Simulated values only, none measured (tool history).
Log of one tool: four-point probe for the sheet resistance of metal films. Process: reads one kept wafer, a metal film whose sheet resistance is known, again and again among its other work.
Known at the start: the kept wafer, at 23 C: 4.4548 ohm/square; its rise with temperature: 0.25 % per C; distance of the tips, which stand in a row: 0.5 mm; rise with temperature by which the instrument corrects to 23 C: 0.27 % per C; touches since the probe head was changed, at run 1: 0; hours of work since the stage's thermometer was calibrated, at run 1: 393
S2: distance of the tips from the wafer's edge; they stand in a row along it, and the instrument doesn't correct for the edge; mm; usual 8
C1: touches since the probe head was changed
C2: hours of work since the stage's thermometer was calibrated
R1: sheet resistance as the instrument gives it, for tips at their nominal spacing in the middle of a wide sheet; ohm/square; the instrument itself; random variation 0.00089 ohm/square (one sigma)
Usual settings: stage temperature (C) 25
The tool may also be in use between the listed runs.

run 1 hour=0.0 | stage_temperature_(C)=25 S2=8 | C1=0 C2=393 | R1=4.459249
run 2 hour=29.5 | stage_temperature_(C)=25 S2=8 | C1=1472 C2=415 | R1=4.459576
run 3 hour=86.1 | stage_temperature_(C)=25 S2=32 | C1=4293 C2=458 | R1=4.448979
run 4 hour=119.7 | stage_temperature_(C)=25 S2=14 | C1=5968 C2=483 | R1=4.448075
run 5 hour=147.2 | stage_temperature_(C)=25 S2=14 | C1=7340 C2=504 | R1=4.445559
run 6 hour=205.5 | stage_temperature_(C)=21 S2=4 | C1=10249 C2=548 | R1=4.483693
run 7 hour=258.2 | stage_temperature_(C)=21 S2=4 | C1=12877 C2=587 | R1=4.480404
-- hour=264.0 stage's thermometer calibrated
run 8 hour=303.5 | stage_temperature_(C)=21 S2=4 | C1=15115 C2=30 | R1=4.479324
run 9 hour=330.9 | stage_temperature_(C)=21 S2=4 | C1=16478 C2=50 | R1=4.477193
run 10 hour=358.2 | stage_temperature_(C)=21 S2=8 | C1=17840 C2=71 | R1=4.449659

3 ways to go on from here, each from the tool as it stands after run 10. What would each give?
-- hour=374.2 stage's thermometer calibrated, once more
run A hour=407.6 | stage_temperature_(C)=22 S2=37 | C1=20279 C2=25 | R1=?
-- hour=374.2 stage's thermometer calibrated, once more
run B hour=407.6 | stage_temperature_(C)=29 S2=3 | C1=20279 C2=25 | R1=?
-- hour=374.2 stage's thermometer calibrated, once more
run C hour=407.6 | stage_temperature_(C)=20 S2=66 | C1=20279 C2=25 | R1=?

run=A R1=4.433988
run=B R1=4.492534
run=C R1=4.434273
Without the tool's hidden state the same runs would have given:
run=A R1=4.455806
run=B R1=4.514623
run=C R1=4.456091
